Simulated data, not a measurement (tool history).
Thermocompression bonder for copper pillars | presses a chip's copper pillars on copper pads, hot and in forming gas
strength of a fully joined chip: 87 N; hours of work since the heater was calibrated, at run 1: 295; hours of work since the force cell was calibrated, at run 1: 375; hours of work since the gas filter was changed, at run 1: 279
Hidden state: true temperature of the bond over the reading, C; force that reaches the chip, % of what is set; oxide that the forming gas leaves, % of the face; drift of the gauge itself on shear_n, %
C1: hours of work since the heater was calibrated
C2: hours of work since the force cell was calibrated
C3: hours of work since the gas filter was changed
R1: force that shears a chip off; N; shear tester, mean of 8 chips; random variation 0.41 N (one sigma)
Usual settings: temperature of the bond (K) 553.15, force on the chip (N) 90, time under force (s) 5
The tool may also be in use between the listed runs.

{"run": 1, "day": 0.0, "temperature of the bond (K)": 553.15, "force on the chip (N)": 90, "time under force (s)": 5, "C1": 295, "C2": 375, "C3": 279, "R1": 45.7}
{"run": 2, "day": 1.017, "temperature of the bond (K)": 553.15, "force on the chip (N)": 90, "time under force (s)": 5, "C1": 310, "C2": 391, "C3": 295, "R1": 45.2}
{"run": 3, "day": 1.825, "temperature of the bond (K)": 553.15, "force on the chip (N)": 90, "time under force (s)": 5, "C1": 323, "C2": 403, "C3": 307, "R1": 45.6}
{"run": 4, "day": 2.796, "temperature of the bond (K)": 553.15, "force on the chip (N)": 90, "time under force (s)": 5, "C1": 338, "C2": 418, "C3": 322, "R1": 45.0}
{"run": 5, "day": 3.504, "temperature of the bond (K)": 553.15, "force on the chip (N)": 90, "time under force (s)": 5, "C1": 348, "C2": 429, "C3": 333, "R1": 45.1}
{"run": 6, "day": 4.438, "temperature of the bond (K)": 552.15, "force on the chip (N)": 90, "time under force (s)": 5, "C1": 363, "C2": 443, "C3": 347, "R1": 44.8}
{"run": 7, "day": 5.292, "temperature of the bond (K)": 552.15, "force on the chip (N)": 90, "time under force (s)": 5, "C1": 376, "C2": 456, "C3": 360, "R1": 45.0}
{"run": 8, "day": 6.2, "temperature of the bond (K)": 552.15, "force on the chip (N)": 90, "time under force (s)": 5, "C1": 390, "C2": 470, "C3": 374, "R1": 44.2}
{"run": 9, "day": 7.075, "temperature of the bond (K)": 529.15, "force on the chip (N)": 90, "time under force (s)": 5, "C1": 403, "C2": 483, "C3": 388, "R1": 34.9}
{"run": 10, "day": 8.029, "temperature of the bond (K)": 553.15, "force on the chip (N)": 90, "time under force (s)": 5, "C1": 417, "C2": 498, "C3": 402, "R1": 44.6}
{"day": 8.196, "done": "heater calibrated with a thermocouple chip"}
{"run": 11, "day": 8.638, "temperature of the bond (K)": 553.15, "force on the chip (N)": 90, "time under force (s)": 5, "C1": 7, "C2": 506, "C3": 410, "R1": 44.8}
{"run": 12, "day": 9.438, "temperature of the bond (K)": 553.15, "force on the chip (N)": 90, "time under force (s)": 5, "C1": 19, "C2": 518, "C3": 422, "R1": 45.2}
{"run": 13, "day": 9.988, "temperature of the bond (K)": 553.15, "force on the chip (N)": 90, "time under force (s)": 5, "C1": 27, "C2": 526, "C3": 431, "R1": 45.8}
{"run": 14, "day": 10.55, "temperature of the bond (K)": 553.15, "force on the chip (N)": 90, "time under force (s)": 5, "C1": 36, "C2": 535, "C3": 439, "R1": 45.0}
{"run": 15, "day": 11.696, "temperature of the bond (K)": 553.15, "force on the chip (N)": 90, "time under force (s)": 5, "C1": 53, "C2": 552, "C3": 457, "R1": 45.3}
{"day": 12.662, "done": "forming gas filter changed"}
{"run": 16, "day": 12.729, "temperature of the bond (K)": 553.15, "force on the chip (N)": 90, "time under force (s)": 6, "C1": 69, "C2": 568, "C3": 1, "R1": 50.8}
{"run": 17, "day": 13.246, "temperature of the bond (K)": 553.15, "force on the chip (N)": 90, "time under force (s)": 6, "C1": 77, "C2": 576, "C3": 9, "R1": 50.1}
{"run": 18, "day": 13.892, "temperature of the bond (K)": 571.15, "force on the chip (N)": 90, "time under force (s)": 5, "C1": 87, "C2": 586, "C3": 19, "R1": 54.5}
{"run": 19, "day": 14.488, "temperature of the bond (K)": 571.15, "force on the chip (N)": 90, "time under force (s)": 5, "C1": 96, "C2": 595, "C3": 28, "R1": 56.0}
{"day": 15.071, "done": "heater calibrated with a thermocouple chip, once more"}
{"run": 20, "day": 15.708, "temperature of the bond (K)": 576.15, "force on the chip (N)": 90, "time under force (s)": 6, "C1": 10, "C2": 612, "C3": 45, "R1": 57.8}
{"run": 21, "day": 16.467, "temperature of the bond (K)": 576.15, "force on the chip (N)": 90, "time under force (s)": 6, "C1": 21, "C2": 624, "C3": 57, "R1": 57.5}
{"run": 22, "day": 17.312, "temperature of the bond (K)": 553.15, "force on the chip (N)": 102, "time under force (s)": 4, "C1": 34, "C2": 637, "C3": 70, "R1": 45.0}
{"run": 23, "day": 18.379, "temperature of the bond (K)": 553.15, "force on the chip (N)": 102, "time under force (s)": 4, "C1": 51, "C2": 653, "C3": 86, "R1": 45.2}
{"run": 24, "day": 19.108, "temperature of the bond (K)": 549.15, "force on the chip (N)": 115, "time under force (s)": 5, "C1": 62, "C2": 664, "C3": 97, "R1": 50.7}
{"run": 25, "day": 20.233, "temperature of the bond (K)": 528.15, "force on the chip (N)": 132, "time under force (s)": 14, "C1": 79, "C2": 681, "C3": 114, "R1": 61.5}
{"run": 26, "day": 21.383, "temperature of the bond (K)": 528.15, "force on the chip (N)": 132, "time under force (s)": 14, "C1": 96, "C2": 699, "C3": 132, "R1": 61.5}
{"run": 27, "day": 22.621, "temperature of the bond (K)": 553.15, "force on the chip (N)": 90, "time under force (s)": 12, "C1": 115, "C2": 718, "C3": 151, "R1": 57.6}

Forecast each of these 5 alternatives for the next run:
{"run": "A", "day": 23.479, "temperature of the bond (K)": 548.15, "force on the chip (N)": 90, "time under force (s)": 12, "C1": 128, "C2": 731, "C3": 164, "R1": "?"}
{"run": "B", "day": 23.479, "temperature of the bond (K)": 565.15, "force on the chip (N)": 112, "time under force (s)": 3, "C1": 128, "C2": 731, "C3": 164, "R1": "?"}
{"run": "C", "day": 23.479, "temperature of the bond (K)": 530.15, "force on the chip (N)": 90, "time under force (s)": 5, "C1": 128, "C2": 731, "C3": 164, "R1": "?"}
{"run": "D", "day": 23.479, "temperature of the bond (K)": 568.15, "force on the chip (N)": 90, "time under force (s)": 5, "C1": 128, "C2": 731, "C3": 164, "R1": "?"}
{"run": "E", "day": 23.479, "temperature of the bond (K)": 553.15, "force on the chip (N)": 91, "time under force (s)": 12, "C1": 128, "C2": 731, "C3": 164, "R1": "?"}

run=A R1=55.9
run=B R1=49.1
run=C R1=35.0
run=D R1=51.1
run=E R1=58.8
Without the tool's hidden state the same runs would have given:
run=A R1=57.7
run=B R1=50.7
run=C R1=36.3
run=D R1=52.8
run=E R1=60.6
